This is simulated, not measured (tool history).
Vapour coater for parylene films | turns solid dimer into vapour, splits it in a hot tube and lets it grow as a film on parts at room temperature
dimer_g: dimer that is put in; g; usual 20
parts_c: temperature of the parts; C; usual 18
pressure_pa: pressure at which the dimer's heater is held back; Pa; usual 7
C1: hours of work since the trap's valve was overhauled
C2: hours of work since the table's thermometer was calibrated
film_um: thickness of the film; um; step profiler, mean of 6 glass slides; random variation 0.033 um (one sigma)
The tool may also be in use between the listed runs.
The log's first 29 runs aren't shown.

{"run": 30, "hour": 389.1, "dimer_g": 26, "parts_c": 17, "pressure_pa": 2.29, "C1": 318, "C2": 826, "film_um": 5.04}
{"run": 31, "hour": 400.1, "dimer_g": 10, "parts_c": 11, "pressure_pa": 8.63, "C1": 327, "C2": 835, "film_um": 1.91}
{"run": 32, "hour": 410.6, "dimer_g": 10, "parts_c": 11, "pressure_pa": 8.63, "C1": 336, "C2": 843, "film_um": 1.94}
{"run": 33, "hour": 427.0, "dimer_g": 10, "parts_c": 11, "pressure_pa": 8.63, "C1": 349, "C2": 857, "film_um": 1.85}
{"run": 34, "hour": 439.8, "dimer_g": 11, "parts_c": 24, "pressure_pa": 2.37, "C1": 360, "C2": 867, "film_um": 1.84}
{"run": 35, "hour": 455.3, "dimer_g": 9, "parts_c": 18, "pressure_pa": 2.37, "C1": 372, "C2": 880, "film_um": 1.65}
{"run": 36, "hour": 471.5, "dimer_g": 17, "parts_c": 12, "pressure_pa": 7.24, "C1": 386, "C2": 893, "film_um": 3.23}
{"run": 37, "hour": 486.0, "dimer_g": 31, "parts_c": 23, "pressure_pa": 2.65, "C1": 397, "C2": 905, "film_um": 5.06}

4 ways to go on from here, each from the tool as it stands after run 37. What would each give?
{"run": "A", "hour": 495.7, "dimer_g": 29, "parts_c": 10, "pressure_pa": 3.61, "C1": 405, "C2": 913, "film_um": "?"}
{"run": "B", "hour": 495.7, "dimer_g": 31, "parts_c": 23, "pressure_pa": 3.14, "C1": 405, "C2": 913, "film_um": "?"}
{"run": "C", "hour": 495.7, "dimer_g": 25, "parts_c": 18, "pressure_pa": 7, "C1": 405, "C2": 913, "film_um": "?"}
{"run": "D", "hour": 495.7, "dimer_g": 31, "parts_c": 23, "pressure_pa": 4.84, "C1": 405, "C2": 913, "film_um": "?"}

run=A film_um=6.06
run=B film_um=4.95
run=C film_um=4.14
run=D film_um=4.85
Without the tool's hidden state the same runs would have given:
run=A film_um=6.45
run=B film_um=5.27
run=C film_um=4.4
run=D film_um=5.17
